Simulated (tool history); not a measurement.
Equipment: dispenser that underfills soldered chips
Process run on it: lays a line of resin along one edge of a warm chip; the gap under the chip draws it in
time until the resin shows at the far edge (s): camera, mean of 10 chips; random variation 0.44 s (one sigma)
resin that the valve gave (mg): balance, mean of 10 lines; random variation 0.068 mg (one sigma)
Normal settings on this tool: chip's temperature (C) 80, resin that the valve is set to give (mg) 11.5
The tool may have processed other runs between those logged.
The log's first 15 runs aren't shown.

run,hour,chip's temperature (C),resin that the valve is set to give (mg),time until the resin shows at the far edge (s),resin that the valve gave (mg)
# hour 151.6: new syringe of resin
16,162.5,91,11.5,42.3,10.87
# hour 166.5: dispensing valve cleaned and set on the balance
# hour 170.2: new syringe of resin
17,177.6,91,11.5,33.7,11.49
18,185.6,91,11.5,51.4,11.38
# hour 187.2: new syringe of resin
19,197.5,66,11.5,85.7,11.34
# hour 203.9: new syringe of resin
20,212.9,71,10.2,70.5,10.04
# hour 220.7: new syringe of resin
21,223.7,82,9.9,35.5,9.74
22,232.5,82,9.9,58.3,9.66
# hour 238.3: new syringe of resin
23,243.8,82,9.9,40.9,9.63
24,250.3,85,13.3,51.9,12.92
# hour 255.8: new syringe of resin
25,260,87,13.8,30.3,13.45
# hour 272.9: new syringe of resin
26,274.6,68,11.5,48,11.1
27,287.7,81,9.8,69,9.41
# hour 289.8: new syringe of resin
28,296.1,81,9.8,45.2,9.47
# hour 306.6: new syringe of resin
29,307,81,11.5,29.5,11
30,315.5,81,11.5,46.9,10.87
# hour 323.7: new syringe of resin
31,324.3,81,12.1,30.9,11.48
32,332,81,12.1,46.3,11.57
33,338.7,88,12.7,54.1,11.97
# hour 340.6: new syringe of resin
# hour 343.1: dispensing valve cleaned and set on the balance
34,353.3,68,13.4,82.7,13.23

Forecast each of these 5 alternatives for the next run:
# hour 358.3: new syringe of resin
A,361.5,80,11.1,?,?
# hour 358.3: new syringe of resin
B,361.5,91,14.4,?,?
# hour 358.3: new syringe of resin
C,361.5,93,14.3,?,?
# hour 358.3: new syringe of resin
D,361.5,92,13.4,?,?
# hour 358.3: new syringe of resin
E,361.5,92,10.1,?,?

run,time until the resin shows at the far edge (s),resin that the valve gave (mg)
A,36.1,11.03
B,25,14.26
C,24,14.24
D,24.8,13.22
E,25.6,10.08
What these runs would have given with no unlogged condition in the tool:
run,time until the resin shows at the far edge (s),resin that the valve gave (mg)
A,33,11.12
B,22.8,14.37
C,21.8,14.35
D,22.6,13.32
E,23.3,10.16

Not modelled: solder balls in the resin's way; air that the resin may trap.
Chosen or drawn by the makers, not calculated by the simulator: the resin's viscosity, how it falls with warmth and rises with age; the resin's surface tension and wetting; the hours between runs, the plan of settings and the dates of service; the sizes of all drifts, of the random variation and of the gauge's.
